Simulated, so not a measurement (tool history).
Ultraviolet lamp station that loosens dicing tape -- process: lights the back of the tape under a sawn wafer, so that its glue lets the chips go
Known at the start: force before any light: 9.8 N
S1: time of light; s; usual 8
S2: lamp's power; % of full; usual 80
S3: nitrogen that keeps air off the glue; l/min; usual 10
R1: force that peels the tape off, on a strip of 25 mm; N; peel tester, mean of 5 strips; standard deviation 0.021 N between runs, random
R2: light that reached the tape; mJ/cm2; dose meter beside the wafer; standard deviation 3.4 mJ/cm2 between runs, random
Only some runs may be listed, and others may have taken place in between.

Run 1, hour 0: usual settings. Result: R1 1.086 N, R2 541 mJ/cm2.
Run 2, hour 47.8: usual settings. Result: R1 1.029 N, R2 536 mJ/cm2.
Run 3, hour 99: usual settings. Result: R1 1.022 N, R2 539 mJ/cm2.
Run 4, hour 120.1: usual settings. Result: R1 1.041 N, R2 541 mJ/cm2.
Run 5, hour 156.7: usual settings. Result: R1 1.079 N, R2 534 mJ/cm2.
Run 6, hour 206.3: usual settings. Result: R1 1.045 N, R2 538 mJ/cm2.
Run 7, hour 241.5: usual settings. Result: R1 1.042 N, R2 536 mJ/cm2.
Run 8, hour 275.6: usual settings. Result: R1 1.008 N, R2 539 mJ/cm2.
Run 9, hour 315.4: usual settings. Result: R1 1.002 N, R2 538 mJ/cm2.
Run 10, hour 354.7: usual settings but S1 6 s. Result: R1 1.81 N, R2 403 mJ/cm2.
Run 11, hour 381.9: usual settings but S1 7 s. Result: R1 1.357 N, R2 471 mJ/cm2.
Run 12, hour 424.6: usual settings but S1 7 s. Result: R1 1.38 N, R2 468 mJ/cm2.
Run 13, hour 461: usual settings but S1 7 s. Result: R1 1.379 N, R2 472 mJ/cm2.
Run 14, hour 496.1: usual settings but S1 7 s. Result: R1 1.311 N, R2 464 mJ/cm2.
Run 15, hour 542.4: usual settings but S3 15 l/min. Result: R1 0.768 N, R2 537 mJ/cm2.
Run 16, hour 576: usual settings but S2 68 % of full. Result: R1 1.436 N, R2 457 mJ/cm2.
Run 17, hour 615.2: usual settings but S2 60 % of full, S3 18 l/min. Result: R1 1.213 N, R2 398 mJ/cm2.
Run 18, hour 664.6: usual settings but S2 60 % of full, S3 18 l/min. Result: R1 1.215 N, R2 401 mJ/cm2.
Run 19, hour 712: usual settings but S1 12 s, S3 12 l/min. Result: R1 0.309 N, R2 803 mJ/cm2.
Run 20, hour 735.8: usual settings but S2 98 % of full, S3 18 l/min. Result: R1 0.394 N, R2 660 mJ/cm2.
Run 21, hour 770.2: usual settings but S1 10 s, S2 67 % of full, S3 7 l/min. Result: R1 1.254 N, R2 561 mJ/cm2.
Run 22, hour 792.1: usual settings but S1 10 s, S2 67 % of full, S3 7 l/min. Result: R1 1.249 N, R2 561 mJ/cm2.
Run 23, hour 812.9: usual settings but S1 14 s, S2 65 % of full, S3 4 l/min. Result: R1 1.084 N, R2 763 mJ/cm2.
Run 24, hour 850.5: usual settings but S1 11 s, S2 86 % of full, S3 13 l/min. Result: R1 0.306 N, R2 796 mJ/cm2.
Run 25, hour 895.2: usual settings but S1 5 s, S2 62 % of full. Result: R1 3.125 N, R2 262 mJ/cm2.
Run 26, hour 922: usual settings but S1 9 s, S2 61 % of full, S3 11 l/min. Result: R1 1.272 N, R2 462 mJ/cm2.
Run 27, hour 964.6: usual settings but S1 5 s, S2 77 % of full. Result: R1 2.537 N, R2 325 mJ/cm2.
Run 28, hour 995.1: usual settings but S1 5 s, S2 68 % of full. Result: R1 2.89 N, R2 288 mJ/cm2.
Run 29, hour 1022.2: usual settings but S3 4 l/min. Result: R1 2.051 N, R2 536 mJ/cm2.
Run 30, hour 1073.4: usual settings but S1 7 s, S3 16 l/min. Result: R1 0.968 N, R2 474 mJ/cm2.
Run 31, hour 1112: usual settings but S1 9 s, S2 93 % of full. Result: R1 0.53 N, R2 701 mJ/cm2.
Run 32, hour 1136.4: usual settings but S1 4 s, S2 67 % of full. Result: R1 3.759 N, R2 228 mJ/cm2.

Between the runs listed above, the log contained 4 entries, not reproduced here. Where in the sequence does each belong, and how does what the log doesn't record of the tool's condition differ from the listed run before to the listed run after?
Runs 5 to 6: window cleaned of glue's vapour (hour 180.2)
  light that the window lets through, % of a clean one's: 99.9 -> 100
Runs 16 to 17: window cleaned of glue's vapour (hour 609.1)
  light that the window lets through, % of a clean one's: 99.9 -> 100
Runs 24 to 25: lamp changed (hour 862.3)
  lamp's light, % of a new lamp's: 99.7 -> 100
Runs 29 to 30: window cleaned of glue's vapour (hour 1038.6)
  light that the window lets through, % of a clean one's: 99.9 -> 100
